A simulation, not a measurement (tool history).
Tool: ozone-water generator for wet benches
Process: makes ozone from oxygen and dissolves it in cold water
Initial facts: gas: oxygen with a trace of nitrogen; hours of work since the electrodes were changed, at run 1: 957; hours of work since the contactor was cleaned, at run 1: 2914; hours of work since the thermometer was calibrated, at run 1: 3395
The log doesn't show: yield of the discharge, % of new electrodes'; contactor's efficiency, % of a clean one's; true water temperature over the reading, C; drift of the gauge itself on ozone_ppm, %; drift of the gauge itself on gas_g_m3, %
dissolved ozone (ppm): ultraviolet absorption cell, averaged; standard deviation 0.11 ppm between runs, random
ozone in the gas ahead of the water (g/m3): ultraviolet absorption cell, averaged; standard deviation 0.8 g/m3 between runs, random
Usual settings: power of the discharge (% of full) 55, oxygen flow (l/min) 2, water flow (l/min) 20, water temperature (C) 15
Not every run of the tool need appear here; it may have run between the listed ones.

run	hour	power of the discharge (% of full)	oxygen flow (l/min)	water flow (l/min)	water temperature (C)	hours of work since the electrodes were changed	hours of work since the contactor was cleaned	hours of work since the thermometer was calibrated	dissolved ozone (ppm)	ozone in the gas ahead of the water (g/m3)
1	0	55	2	20	15	957	2914	3395	8.5	124.9
2	20.7	55	2.1	20	15	970	2928	3408	8.7	121.5
3	60	55	2.1	20	15	996	2953	3434	8.3	123
4	95.2	55	2.1	20	15	1019	2976	3456	8.5	121
5	122	55	2	20	15	1036	2994	3474	8.6	123.6
6	156.9	55	2	20	15	1059	3016	3496	8.4	125.9
7	175	55	2	20	15	1071	3028	3508	8.4	125.2
8	194.8	86	2	20	15	1083	3041	3521	11	161.9
9	217.2	86	2	20	15	1098	3055	3536	10.9	161.4
10	243.1	86	1.96	20	15	1115	3072	3552	11	164.2
11	264.6	86	1.96	20	15	1129	3086	3566	10.9	162.7
12	288	55	2	20	17	1144	3101	3582	8.3	125
13	317.9	55	2	20	17	1163	3121	3601	8.1	124.6
14	353	55	2	20	17	1186	3144	3624	8.5	124.2
15	380.5	55	2	20	15	1204	3162	3642	8.3	124.1
16	416.6	50	2	18	8	1227	3185	3665	9.2	116.6
17	452.1	50	2	18	8	1251	3208	3688	9.2	118.2
18	494.7	55	1.49	20	11	1278	3236	3716	7.4	138.3
19	514.7	42	1.52	15	8	1291	3249	3729	9	117.8
20	544.3	42	1.52	15	8	1310	3268	3748	8.8	117.9
21	574.7	67	3.15	15	17	1330	3288	3768	14	118.5
22	603.8	67	3.15	15	17	1349	3306	3787	13.6	117.8
23	635	67	3.15	15	17	1369	3327	3807	13.8	116.9
24	670.6	67	3.15	15	17	1392	3350	3830	13.6	117.3
25	694.2	67	3.15	15	17	1408	3365	3845	13.8	116.2
26	722.6	73	2.57	25	13	1426	3384	3864	8.7	133.3
27	761.5	80	1.36	15	22	1451	3409	3889	11.2	181.2
28	800.5	80	1.36	15	22	1477	3434	3914	11.3	180.2
29	826.7	77	2	25	15	1494	3451	3931	8.2	152.4

5 options for the next run, each taken on its own from the tool as it stands now. Forecast them:
A	855	55	2	19	15	1512	3470	3950	?	?
B	855	55	2.97	14	15	1512	3470	3950	?	?
C	855	46	2	20	15	1512	3470	3950	?	?
D	855	78	2	25	15	1512	3470	3950	?	?
E	855	55	2	16	15	1512	3470	3950	?	?

run	dissolved ozone (ppm)	ozone in the gas ahead of the water (g/m3)
A	8.9	123.6
B	13	106.1
C	7.3	111.7
D	8.3	153.5
E	10.6	124.4
With the hidden condition removed and each run's random variation left untouched, the same runs would have given:
run	dissolved ozone (ppm)	ozone in the gas ahead of the water (g/m3)
A	8.9	123.7
B	13	106.2
C	7.3	111.7
D	8.3	153.6
E	10.6	124.5
